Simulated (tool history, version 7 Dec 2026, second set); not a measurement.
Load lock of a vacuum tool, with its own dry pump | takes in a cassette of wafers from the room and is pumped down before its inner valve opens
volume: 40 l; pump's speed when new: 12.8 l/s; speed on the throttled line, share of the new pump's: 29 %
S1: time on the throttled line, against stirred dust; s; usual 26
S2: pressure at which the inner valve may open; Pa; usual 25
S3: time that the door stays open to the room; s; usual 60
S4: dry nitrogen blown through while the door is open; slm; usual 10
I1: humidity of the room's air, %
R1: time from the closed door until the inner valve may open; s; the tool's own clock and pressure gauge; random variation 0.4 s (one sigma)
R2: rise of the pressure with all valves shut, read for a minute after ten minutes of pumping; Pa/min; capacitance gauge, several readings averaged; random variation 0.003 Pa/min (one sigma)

{"run": 1, "hour": 0.0, "S1": 26, "S2": 25, "S3": 60, "S4": 10, "I1": 46, "R1": 47.9, "R2": 0.142}
{"run": 2, "hour": 280.7, "S1": 26, "S2": 25, "S3": 60, "S4": 10, "I1": 42.6, "R1": 48.4, "R2": 0.141}
{"run": 3, "hour": 570.3, "S1": 26, "S2": 25, "S3": 60, "S4": 10, "I1": 44.2, "R1": 47.7, "R2": 0.154}
{"run": 4, "hour": 1005.5, "S1": 26, "S2": 25, "S3": 60, "S4": 10, "I1": 45.6, "R1": 48.6, "R2": 0.172}
{"run": 5, "hour": 1398.1, "S1": 26, "S2": 25, "S3": 60, "S4": 22, "I1": 47.6, "R1": 48.6, "R2": 0.174}
{"run": 6, "hour": 1755.0, "S1": 26, "S2": 25, "S3": 60, "S4": 22, "I1": 48.3, "R1": 48.9, "R2": 0.182}
{"run": 7, "hour": 2156.6, "S1": 26, "S2": 25, "S3": 60, "S4": 22, "I1": 49.1, "R1": 48.5, "R2": 0.198}
{"run": 8, "hour": 2461.8, "S1": 26, "S2": 25, "S3": 60, "S4": 10, "I1": 43.5, "R1": 48.6, "R2": 0.225}
{"run": 9, "hour": 2801.2, "S1": 26, "S2": 25, "S3": 60, "S4": 10, "I1": 46.6, "R1": 48.6, "R2": 0.244}
{"run": 10, "hour": 3248.2, "S1": 26, "S2": 25, "S3": 60, "S4": 10, "I1": 43.6, "R1": 49.1, "R2": 0.256}
{"run": 11, "hour": 3697.6, "S1": 26, "S2": 25, "S3": 60, "S4": 10, "I1": 45.9, "R1": 49.5, "R2": 0.279}
{"run": 12, "hour": 4065.7, "S1": 26, "S2": 25, "S3": 60, "S4": 10, "I1": 45, "R1": 49.1, "R2": 0.3}
{"run": 13, "hour": 4340.2, "S1": 26, "S2": 25, "S3": 60, "S4": 10, "I1": 45, "R1": 48.9, "R2": 0.316}
{"run": 14, "hour": 4712.8, "S1": 26, "S2": 25, "S3": 60, "S4": 10, "I1": 46.1, "R1": 49.1, "R2": 0.326}
{"run": 15, "hour": 5094.0, "S1": 26, "S2": 25, "S3": 60, "S4": 10, "I1": 46.3, "R1": 49.6, "R2": 0.35}
{"run": 16, "hour": 5428.9, "S1": 26, "S2": 25, "S3": 60, "S4": 10, "I1": 46.4, "R1": 49.7, "R2": 0.371}
{"run": 17, "hour": 5781.7, "S1": 26, "S2": 25, "S3": 60, "S4": 10, "I1": 46, "R1": 50.6, "R2": 0.387}
{"run": 18, "hour": 6117.8, "S1": 26, "S2": 25, "S3": 60, "S4": 10, "I1": 44.4, "R1": 49.6, "R2": 0.41}
{"run": 19, "hour": 6414.0, "S1": 26, "S2": 24, "S3": 60, "S4": 6, "I1": 47.8, "R1": 50.5, "R2": 0.444}
{"run": 20, "hour": 6783.4, "S1": 26, "S2": 24, "S3": 60, "S4": 6, "I1": 47.6, "R1": 51.3, "R2": 0.458}
{"run": 21, "hour": 7063.9, "S1": 26, "S2": 25, "S3": 143, "S4": 10, "I1": 45.1, "R1": 51.6, "R2": 0.485}
{"run": 22, "hour": 7322.6, "S1": 23, "S2": 25, "S3": 143, "S4": 10, "I1": 44.7, "R1": 49, "R2": 0.502}
{"run": 23, "hour": 7569.4, "S1": 23, "S2": 50, "S3": 143, "S4": 11, "I1": 45.7, "R1": 46.7, "R2": 0.51}
{"run": 24, "hour": 7765.2, "S1": 27, "S2": 18, "S3": 31, "S4": 7, "I1": 42.3, "R1": 53, "R2": 0.495}
{"run": 25, "hour": 7969.3, "S1": 32, "S2": 19, "S3": 118, "S4": 34, "I1": 45.3, "R1": 56, "R2": 0.501}
{"run": 26, "hour": 8204.5, "S1": 26, "S2": 25, "S3": 60, "S4": 14, "I1": 46.2, "R1": 50.3, "R2": 0.518}
{"run": 27, "hour": 8502.3, "S1": 26, "S2": 25, "S3": 60, "S4": 14, "I1": 45.5, "R1": 51.5, "R2": 0.035}
{"run": 28, "hour": 8854.4, "S1": 26, "S2": 25, "S3": 220, "S4": 14, "I1": 43.1, "R1": 50.8, "R2": 0.068}
{"run": 29, "hour": 9112.1, "S1": 26, "S2": 25, "S3": 220, "S4": 14, "I1": 47.5, "R1": 51.3, "R2": 0.085}
{"run": 30, "hour": 9363.1, "S1": 26, "S2": 25, "S3": 220, "S4": 14, "I1": 43.7, "R1": 44.4, "R2": 0.083}
{"run": 31, "hour": 9730.9, "S1": 26, "S2": 25, "S3": 220, "S4": 14, "I1": 43.3, "R1": 45.4, "R2": 0.09}
{"run": 32, "hour": 10085.0, "S1": 18, "S2": 33, "S3": 119, "S4": 36, "I1": 43.6, "R1": 38.6, "R2": 0.054}
{"run": 33, "hour": 10307.5, "S1": 40, "S2": 33, "S3": 69, "S4": 36, "I1": 44.6, "R1": 54.4, "R2": 0.053}
{"run": 34, "hour": 10677.8, "S1": 40, "S2": 33, "S3": 69, "S4": 36, "I1": 41, "R1": 54.7, "R2": 0.063}

Taken out of this log: 2 entries between the listed runs. Where each belongs, and how the hidden state differs across it:
Between runs 26 and 27: door's seal changed, seat wiped (hour 8271.7)
  pump's speed, % of a new pump's: 74 -> 73.7; leak at the door's seal, Pa l/s: 0.3325 -> 0.0039
  measured less the result without the state, R1: +6.4 -> +6.6 s; R2: +0.492 -> +0.003 Pa/min
Between runs 29 and 30: dry pump taken out, an overhauled one fitted (hour 9177.2)
  pump's speed, % of a new pump's: 72.9 -> 98.4; leak at the door's seal, Pa l/s: 0.0097 -> 0.0124
  measured less the result without the state, R1: +6.9 -> +0.3 s; R2: +0.012 -> +0.016 Pa/min

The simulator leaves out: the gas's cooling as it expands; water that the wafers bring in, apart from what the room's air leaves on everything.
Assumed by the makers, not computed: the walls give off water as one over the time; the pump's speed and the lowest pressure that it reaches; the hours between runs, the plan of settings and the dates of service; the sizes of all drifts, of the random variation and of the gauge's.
